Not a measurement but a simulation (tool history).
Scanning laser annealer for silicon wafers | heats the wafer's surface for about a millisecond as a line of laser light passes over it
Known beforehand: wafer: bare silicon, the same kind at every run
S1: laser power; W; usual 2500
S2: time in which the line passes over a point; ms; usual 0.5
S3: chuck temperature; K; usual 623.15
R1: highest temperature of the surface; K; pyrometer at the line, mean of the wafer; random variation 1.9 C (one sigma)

Run 1, hour 0: usual settings. Result: R1 1369.15 K.
Run 2, hour 33.3: usual settings. Result: R1 1368.15 K.
Run 3, hour 50.4: usual settings but S2 0.437 ms. Result: R1 1308.15 K.
Run 4, hour 77.4: usual settings but S3 648.15 K. Result: R1 1392.15 K.
At hour 90.3: window over the wafer cleaned.
Run 5, hour 97.3: usual settings. Result: R1 1389.15 K.
Run 6, hour 112.3: usual settings. Result: R1 1387.15 K.
Run 7, hour 139: usual settings. Result: R1 1388.15 K.
Run 8, hour 170.5: usual settings. Result: R1 1391.15 K.
Run 9, hour 189: usual settings but S2 0.532 ms. Result: R1 1416.15 K.
Run 10, hour 219: usual settings but S2 0.532 ms. Result: R1 1417.15 K.
Run 11, hour 241: usual settings but S2 0.532 ms, S3 644.15 K. Result: R1 1436.15 K.
Run 12, hour 256.2: usual settings but S3 589.15 K. Result: R1 1351.15 K.
Run 13, hour 270.9: usual settings but S3 589.15 K. Result: R1 1350.15 K.
Run 14, hour 297: usual settings but S3 589.15 K. Result: R1 1352.15 K.
Run 15, hour 317.6: usual settings but S3 589.15 K. Result: R1 1350.15 K.
Run 16, hour 338.6: usual settings but S3 589.15 K. Result: R1 1353.15 K.
Run 17, hour 353.5: usual settings but S3 589.15 K. Result: R1 1350.15 K.
Run 18, hour 376.7: usual settings but S3 589.15 K. Result: R1 1353.15 K.
Run 19, hour 395.5: usual settings but S3 589.15 K. Result: R1 1351.15 K.
Run 20, hour 419.1: usual settings but S3 589.15 K. Result: R1 1348.15 K.
Run 21, hour 450.2: usual settings but S3 589.15 K. Result: R1 1347.15 K.
Run 22, hour 480.3: usual settings but S2 0.436 ms, S3 648.15 K. Result: R1 1346.15 K.
Run 23, hour 511.8: usual settings but S1 2388 W, S2 0.426 ms, S3 593.15 K. Result: R1 1245.15 K.
Run 24, hour 529.5: usual settings but S1 2388 W, S2 0.425 ms, S3 624.15 K. Result: R1 1273.15 K.
Run 25, hour 553.2: usual settings but S1 2388 W, S2 0.425 ms, S3 624.15 K. Result: R1 1273.15 K.
Run 26, hour 576: usual settings but S1 2325 W, S2 0.511 ms, S3 640.15 K. Result: R1 1339.15 K.
Run 27, hour 601.7: usual settings but S1 2325 W, S2 0.511 ms, S3 640.15 K. Result: R1 1340.15 K.
Run 28, hour 624.8: usual settings but S1 2613 W, S2 0.477 ms, S3 633.15 K. Result: R1 1413.15 K.
Run 29, hour 645.4: usual settings but S2 0.399 ms, S3 656.15 K. Result: R1 1320.15 K.
Run 30, hour 677.6: usual settings but S1 2212 W. Result: R1 1267.15 K.
Run 31, hour 703.2: usual settings but S1 2212 W, S2 0.472 ms. Result: R1 1245.15 K.
Run 32, hour 728: usual settings but S1 2693 W, S2 0.364 ms, S3 627.15 K. Result: R1 1317.15 K.
Run 33, hour 744: usual settings but S1 2231 W, S2 0.565 ms, S3 627.15 K. Result: R1 1329.15 K.
Run 34, hour 764.3: usual settings but S1 2406 W, S2 0.392 ms, S3 625.15 K. Result: R1 1246.15 K.
Run 35, hour 781.2: usual settings but S1 2425 W, S2 0.392 ms, S3 618.15 K. Result: R1 1249.15 K.
Run 36, hour 814.7: usual settings but S1 2458 W, S2 0.352 ms. Result: R1 1223.15 K.
Run 37, hour 830.2: usual settings but S1 2740 W, S2 0.376 ms, S3 618.15 K. Result: R1 1337.15 K.
Run 38, hour 862.8: usual settings but S1 2740 W, S2 0.376 ms, S3 618.15 K. Result: R1 1335.15 K.
Run 39, hour 882.1: usual settings but S2 0.454 ms, S3 652.15 K. Result: R1 1363.15 K.
Run 40, hour 897.2: usual settings but S1 2202 W. Result: R1 1263.15 K.
Run 41, hour 915.7: usual settings but S3 638.15 K. Result: R1 1391.15 K.

Subtracting, for every run, the result it would have given without the tool's unlogged condition from the measured result gives the following. The same run-to-run variation enters both numbers; the gauge's scatter may not:
The hidden state here: light that passes the window, % of a clean one's; laser's true power over the reading, %; width of the line over the set one, %; drift of the gauge itself on peak_c, C.
run   R1
  1  -18
  2  -19
  3  -18
  4  -20
  5   +1
  6   +1
  7   +0
  8   +0
  9   -1
 10   -1
 11   -1
 12   -1
 13   -1
 14   -2
 15   -2
 16   -3
 17   -3
 18   -3
 19   -3
 20   -3
 21   -4
 22   -4
 23   -4
 24   -4
 25   -5
 26   -6
 27   -6
 28   -7
 29   -6
 30   -7
 31   -7
 32   -7
 33   -8
 34   -7
 35   -8
 36   -8
 37   -9
 38  -10
 39  -10
 40   -9
 41  -11
